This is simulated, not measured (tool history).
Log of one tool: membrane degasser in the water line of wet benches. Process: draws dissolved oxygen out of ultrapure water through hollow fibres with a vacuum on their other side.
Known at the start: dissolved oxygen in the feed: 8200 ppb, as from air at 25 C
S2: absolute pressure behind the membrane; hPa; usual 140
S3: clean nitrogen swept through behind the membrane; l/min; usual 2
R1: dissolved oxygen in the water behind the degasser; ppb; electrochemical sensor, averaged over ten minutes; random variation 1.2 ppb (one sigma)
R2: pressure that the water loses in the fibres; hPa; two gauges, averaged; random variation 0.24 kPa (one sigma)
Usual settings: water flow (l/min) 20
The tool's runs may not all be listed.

Run 1, day 0: usual settings. Result: R1 271.2 ppb, R2 643 hPa.
Run 2, day 1.725: usual settings. Result: R1 270.9 ppb, R2 643.4 hPa.
Run 3, day 5.592: usual settings. Result: R1 276.5 ppb, R2 643.9 hPa.
Run 4, day 8.962: usual settings. Result: R1 275.1 ppb, R2 646.7 hPa.
Run 5, day 10.858: usual settings but water flow (l/min) 23. Result: R1 321.2 ppb, R2 741.4 hPa.
Run 6, day 13.017: usual settings. Result: R1 275.5 ppb, R2 643.3 hPa.
At day 13.346: vacuum gauge calibrated.
Run 7, day 15.842: usual settings. Result: R1 276 ppb, R2 643.3 hPa.
Run 8, day 19.812: usual settings. Result: R1 278.3 ppb, R2 644.1 hPa.
Run 9, day 21.621: usual settings but water flow (l/min) 29, S3 4.13 l/min. Result: R1 256.1 ppb, R2 930.1 hPa.
At day 22.912: vacuum gauge calibrated, once more.
Run 10, day 24.475: usual settings but water flow (l/min) 29, S3 4.13 l/min. Result: R1 249.1 ppb, R2 934.6 hPa.
Run 11, day 28.288: usual settings but water flow (l/min) 32, S3 2.57 l/min. Result: R1 399.5 ppb, R2 1029.9 hPa.
Run 12, day 30.004: usual settings but S3 0.87 l/min. Result: R1 536.6 ppb, R2 646.1 hPa.
Run 13, day 33.846: usual settings but water flow (l/min) 18, S3 1.55 l/min. Result: R1 299.5 ppb, R2 578.6 hPa.
Run 14, day 37.833: usual settings but water flow (l/min) 18, S3 5.56 l/min. Result: R1 97.9 ppb, R2 583 hPa.
Run 15, day 41.846: usual settings but water flow (l/min) 18, S2 301 hPa, S3 1.67 l/min. Result: R1 650.8 ppb, R2 584.5 hPa.
Run 16, day 44.033: usual settings but water flow (l/min) 22, S2 102 hPa, S3 1.08 l/min. Result: R1 334.1 ppb, R2 710.7 hPa.

5 ways to go on from here, each from the tool as it stands after run 16. What would each give?
Run A, day 45.95: usual settings but water flow (l/min) 13, S2 102 hPa, S3 1.08 l/min. Result: R1 ?, R2 ?.
Run B, day 45.95: usual settings but water flow (l/min) 28, S2 88 hPa, S3 2.44 l/min. Result: R1 ?, R2 ?.
Run C, day 45.95: usual settings but water flow (l/min) 18, S2 137 hPa, S3 0.99 l/min. Result: R1 ?, R2 ?.
Run D, day 45.95: usual settings but water flow (l/min) 19, S2 174 hPa, S3 1.08 l/min. Result: R1 ?, R2 ?.
Run E, day 45.95: usual settings but water flow (l/min) 22, S2 318 hPa, S3 5.98 l/min. Result: R1 ?, R2 ?.

run     R1     R2
  A    197    417
  B  211.4  897.8
  C  426.3  578.6
  D  550.2  616.7
  E  278.6  711.8
Without the tool's hidden state the same runs would have given:
run     R1     R2
  A    194  409.1
  B  204.9  880.8
  C  421.7  567.7
  D  544.5  605.1
  E  273.2  698.4
